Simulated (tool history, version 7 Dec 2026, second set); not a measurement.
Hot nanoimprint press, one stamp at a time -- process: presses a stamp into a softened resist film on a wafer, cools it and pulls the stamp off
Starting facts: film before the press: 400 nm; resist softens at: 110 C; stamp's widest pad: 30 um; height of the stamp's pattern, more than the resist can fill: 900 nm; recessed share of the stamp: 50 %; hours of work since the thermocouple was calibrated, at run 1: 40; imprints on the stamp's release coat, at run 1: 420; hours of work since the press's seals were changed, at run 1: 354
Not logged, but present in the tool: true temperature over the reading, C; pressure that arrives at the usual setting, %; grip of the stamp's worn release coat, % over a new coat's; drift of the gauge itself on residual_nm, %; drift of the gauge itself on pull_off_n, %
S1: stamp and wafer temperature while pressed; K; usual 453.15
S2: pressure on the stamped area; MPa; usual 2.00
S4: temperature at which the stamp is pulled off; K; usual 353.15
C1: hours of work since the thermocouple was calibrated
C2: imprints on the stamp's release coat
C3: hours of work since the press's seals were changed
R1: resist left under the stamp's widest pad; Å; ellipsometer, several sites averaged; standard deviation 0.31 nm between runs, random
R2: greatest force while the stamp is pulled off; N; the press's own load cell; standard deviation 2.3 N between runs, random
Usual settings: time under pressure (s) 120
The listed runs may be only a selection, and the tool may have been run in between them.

run 1 hour=0.0 | S1=453.15 S2=2.00 time_under_pressure_(s)=120 S4=353.15 | C1=40 C2=420 C3=354 | R1=1830 R2=181
run 2 hour=46.4 | S1=453.15 S2=2.00 time_under_pressure_(s)=120 S4=346.15 | C1=66 C2=503 C3=380 | R1=1831 R2=217
run 3 hour=72.4 | S1=453.15 S2=2.00 time_under_pressure_(s)=120 S4=353.15 | C1=80 C2=550 C3=394 | R1=1839 R2=181
run 4 hour=127.9 | S1=453.15 S2=2.00 time_under_pressure_(s)=120 S4=353.15 | C1=110 C2=649 C3=424 | R1=1831 R2=182
run 5 hour=161.6 | S1=453.15 S2=2.00 time_under_pressure_(s)=120 S4=353.15 | C1=128 C2=709 C3=442 | R1=1833 R2=179
run 6 hour=199.0 | S1=453.15 S2=2.00 time_under_pressure_(s)=120 S4=353.15 | C1=148 C2=776 C3=462 | R1=1830 R2=186
run 7 hour=237.9 | S1=453.15 S2=2.00 time_under_pressure_(s)=120 S4=351.15 | C1=170 C2=846 C3=484 | R1=1833 R2=193
run 8 hour=284.0 | S1=453.15 S2=2.00 time_under_pressure_(s)=120 S4=351.15 | C1=195 C2=928 C3=509 | R1=1832 R2=195
-- hour=336.1 stamp cleaned and given a new release coat
run 9 hour=344.2 | S1=453.15 S2=2.00 time_under_pressure_(s)=120 S4=353.15 | C1=224 C2=14 C3=538 | R1=1835 R2=178
run 10 hour=383.5 | S1=453.15 S2=2.00 time_under_pressure_(s)=120 S4=353.15 | C1=246 C2=85 C3=559 | R1=1828 R2=185
run 11 hour=438.8 | S1=453.15 S2=2.00 time_under_pressure_(s)=120 S4=353.15 | C1=276 C2=184 C3=589 | R1=1828 R2=183
run 12 hour=483.7 | S1=453.15 S2=2.00 time_under_pressure_(s)=120 S4=353.15 | C1=300 C2=264 C3=614 | R1=1828 R2=180
run 13 hour=546.5 | S1=453.15 S2=2.00 time_under_pressure_(s)=120 S4=353.15 | C1=334 C2=377 C3=648 | R1=1828 R2=181
run 14 hour=606.3 | S1=453.15 S2=2.00 time_under_pressure_(s)=120 S4=353.15 | C1=367 C2=484 C3=681 | R1=1830 R2=183
run 15 hour=653.4 | S1=445.15 S2=2.00 time_under_pressure_(s)=120 S4=353.15 | C1=392 C2=568 C3=706 | R1=2333 R2=183
run 16 hour=683.1 | S1=445.15 S2=2.00 time_under_pressure_(s)=120 S4=359.15 | C1=408 C2=621 C3=722 | R1=2327 R2=150
-- hour=700.6 plate thermocouple calibrated
run 17 hour=738.4 | S1=453.15 S2=2.63 time_under_pressure_(s)=120 S4=343.15 | C1=21 C2=715 C3=751 | R1=1605 R2=232
run 18 hour=777.4 | S1=453.15 S2=2.00 time_under_pressure_(s)=238 S4=353.15 | C1=42 C2=785 C3=772 | R1=1415 R2=182
run 19 hour=837.3 | S1=453.15 S2=2.00 time_under_pressure_(s)=238 S4=353.15 | C1=74 C2=892 C3=804 | R1=1415 R2=181
run 20 hour=889.8 | S1=445.15 S2=2.00 time_under_pressure_(s)=120 S4=353.15 | C1=103 C2=986 C3=833 | R1=2333 R2=182
-- hour=909.8 stamp cleaned and given a new release coat
run 21 hour=926.2 | S1=445.15 S2=2.00 time_under_pressure_(s)=120 S4=353.15 | C1=119 C2=29 C3=849 | R1=2334 R2=179
run 22 hour=961.6 | S1=445.15 S2=2.00 time_under_pressure_(s)=120 S4=353.15 | C1=139 C2=93 C3=869 | R1=2339 R2=185
run 23 hour=1014.5 | S1=454.15 S2=2.00 time_under_pressure_(s)=120 S4=356.15 | C1=167 C2=188 C3=897 | R1=1775 R2=168
run 24 hour=1055.4 | S1=454.15 S2=2.00 time_under_pressure_(s)=120 S4=356.15 | C1=190 C2=261 C3=920 | R1=1776 R2=165
run 25 hour=1113.9 | S1=453.15 S2=2.00 time_under_pressure_(s)=120 S4=356.15 | C1=221 C2=365 C3=951 | R1=1832 R2=167
run 26 hour=1165.0 | S1=443.15 S2=2.00 time_under_pressure_(s)=120 S4=356.15 | C1=249 C2=457 C3=979 | R1=2473 R2=166
run 27 hour=1206.7 | S1=443.15 S2=2.00 time_under_pressure_(s)=120 S4=356.15 | C1=272 C2=531 C3=1002 | R1=2473 R2=166
run 28 hour=1242.6 | S1=453.15 S2=1.46 time_under_pressure_(s)=120 S4=346.15 | C1=291 C2=596 C3=1021 | R1=2118 R2=219
run 29 hour=1275.8 | S1=453.15 S2=1.46 time_under_pressure_(s)=120 S4=346.15 | C1=309 C2=655 C3=1039 | R1=2115 R2=216
run 30 hour=1301.7 | S1=444.15 S2=2.43 time_under_pressure_(s)=88 S4=342.15 | C1=323 C2=702 C3=1054 | R1=2442 R2=240

Below are 3 alternative next runs, each starting from the tool's condition after run 30. Predict each:
run A hour=1337.6 | S1=452.15 S2=2.43 time_under_pressure_(s)=88 S4=342.15 | C1=343 C2=766 C3=1073 | R1=? R2=?
run B hour=1337.6 | S1=444.15 S2=1.90 time_under_pressure_(s)=88 S4=342.15 | C1=343 C2=766 C3=1073 | R1=? R2=?
run C hour=1337.6 | S1=441.15 S2=2.43 time_under_pressure_(s)=88 S4=357.15 | C1=343 C2=766 C3=1073 | R1=? R2=?

run=A R1=1915 R2=242
run=B R1=2668 R2=238
run=C R1=2652 R2=162
Without the tool's hidden state the same runs would have given:
run=A R1=1915 R2=241
run=B R1=2668 R2=237
run=C R1=2652 R2=161
